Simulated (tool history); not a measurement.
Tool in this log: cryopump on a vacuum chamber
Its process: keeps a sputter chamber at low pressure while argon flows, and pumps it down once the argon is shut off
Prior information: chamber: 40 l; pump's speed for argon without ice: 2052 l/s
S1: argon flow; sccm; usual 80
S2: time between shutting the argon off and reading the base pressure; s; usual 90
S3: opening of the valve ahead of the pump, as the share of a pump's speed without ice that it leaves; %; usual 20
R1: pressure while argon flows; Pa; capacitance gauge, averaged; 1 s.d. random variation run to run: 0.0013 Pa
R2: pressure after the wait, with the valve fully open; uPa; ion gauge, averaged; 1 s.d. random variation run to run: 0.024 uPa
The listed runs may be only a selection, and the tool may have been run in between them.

run	day	S1	S2	S3	R1	R2
1	0	80	90	20	0.3335	2.25
2	1.271	80	90	20	0.3365	2.31
3	2.325	147	90	20	0.6104	2.33
4	3.971	80	90	20	0.3346	2.34
5	5.371	80	90	20	0.3355	2.46
6	7.012	80	90	20	0.3368	2.44
7	8.533	80	90	20	0.3342	2.48
8	10.35	80	90	20	0.3348	2.48
9	11.771	80	90	20	0.3336	2.53
10	13.258	80	90	20	0.3335	2.55
11	14.2	80	90	20	0.333	2.56
12	15.158	49	90	26	0.1578	2.58
13	16.179	49	90	26	0.158	2.6
14	17.158	47	24	20	0.196	4.58
15	18.971	37	275	20	0.1558	2.2
16	19.812	37	275	20	0.1558	2.13
17	20.888	108	91	42	0.2204	2.75
18	22.483	150	277	20	0.6335	2.3
19	23.221	89	55	16	0.4632	3.21
20	24.342	91	34	16	0.4759	3.75
21	25.858	106	214	34	0.2664	2.43

3 options for the next run, each taken on its own from the tool as it stands now. Forecast them:
A	27.021	80	127	20	?	?
B	27.021	85	214	34	?	?
C	27.021	80	90	17	?	?

run	R1	R2
A	0.339	2.6
B	0.2129	2.38
C	0.3951	2.77
Had the tool no hidden state, the same runs would have come out as:
run	R1	R2
A	0.3321	0.62
B	0.2056	0.41
C	0.3883	0.81
